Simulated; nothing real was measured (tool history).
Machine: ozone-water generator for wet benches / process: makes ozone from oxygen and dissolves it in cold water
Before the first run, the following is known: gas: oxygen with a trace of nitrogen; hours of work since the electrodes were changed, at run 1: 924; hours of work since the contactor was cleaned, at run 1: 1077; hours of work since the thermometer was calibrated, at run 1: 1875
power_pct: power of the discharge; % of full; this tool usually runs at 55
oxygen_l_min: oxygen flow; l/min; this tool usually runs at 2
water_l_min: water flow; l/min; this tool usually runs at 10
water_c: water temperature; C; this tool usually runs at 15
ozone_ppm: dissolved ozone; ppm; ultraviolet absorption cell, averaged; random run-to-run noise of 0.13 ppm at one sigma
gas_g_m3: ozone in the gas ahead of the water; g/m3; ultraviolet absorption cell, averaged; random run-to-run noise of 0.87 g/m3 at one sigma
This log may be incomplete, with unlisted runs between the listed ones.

run,day,power_pct,oxygen_l_min,water_l_min,water_c,hours of work since the electrodes were changed,hours of work since the contactor was cleaned,hours of work since the thermometer was calibrated,ozone_ppm,gas_g_m3
1,0,55,2,10,15,924,1077,1875,14.2,140.2
2,0.562,55,2,10,15,937,1090,1888,14.2,140
3,1.462,55,1.92,10,15,957,1111,1908,14.4,143.1
4,2.612,55,2,10,15,984,1137,1935,14.1,137.9
5,3.821,55,2,10,15,1011,1164,1962,14.3,139.4
6,4.829,55,2,11,15,1034,1187,1985,13,139.8
7,5.817,55,2,10,15,1057,1210,2008,14.4,139.4
8,7.017,55,2,10,15,1084,1237,2035,14.3,139.1
9,7.921,55,2,10,15,1105,1258,2056,14.5,137
10,8.575,55,2,10,15,1120,1273,2071,14.4,140.2
11,9.517,99,2,10,15,1141,1294,2092,23,224.5
12,10.546,99,2,10,15,1165,1318,2116,22.6,223.6
13,11.483,99,2,10,15,1186,1339,2137,22.9,221.5
14,12.575,55,2,10,15,1211,1364,2162,14,139.4
15,13.746,51,2.29,11,22,1238,1391,2189,11.3,119.9
16,14.408,43,2.78,11,18,1253,1406,2204,10.1,92.6
17,15.55,43,2.78,11,18,1279,1432,2230,10.3,91.6
18,16.371,43,1.5,8,18,1298,1451,2249,13.6,135.1
19,17.038,57,2,10,15,1313,1466,2264,14.4,142.2
20,17.896,71,1.3,8,15,1333,1486,2284,20.8,220.7
21,18.996,71,1.12,8,15,1358,1511,2309,20.5,240
22,19.538,55,2,10,22,1370,1523,2321,12.9,137.7
23,20.629,43,2,10,17,1395,1548,2346,11.2,112.9
24,21.562,43,2,10,17,1416,1570,2367,11.4,112.7
25,22.096,41,1.17,10,15,1429,1582,2380,10.6,150.2
26,23.046,41,1.17,10,15,1450,1604,2401,10.4,150.3
27,24.042,41,1.17,10,15,1473,1626,2424,10.7,151.7

Alternative continuations, all from the tool just after run 27; predict every row:
A,24.933,52,2,10,9,1493,1647,2444,?,?
B,24.933,41,2.57,15,15,1493,1647,2444,?,?
C,24.933,41,1.43,14,14,1493,1647,2444,?,?
D,24.933,44,3.51,10,10,1493,1647,2444,?,?

run,ozone_ppm,gas_g_m3
A,14.5,129.5
B,7.6,93.5
C,7.8,134.1
D,12.2,80.8
Without the tool's hidden state the same runs would have given:
run,ozone_ppm,gas_g_m3
A,15.6,135
B,8.1,96.4
C,8.3,138.2
D,13.1,83.6
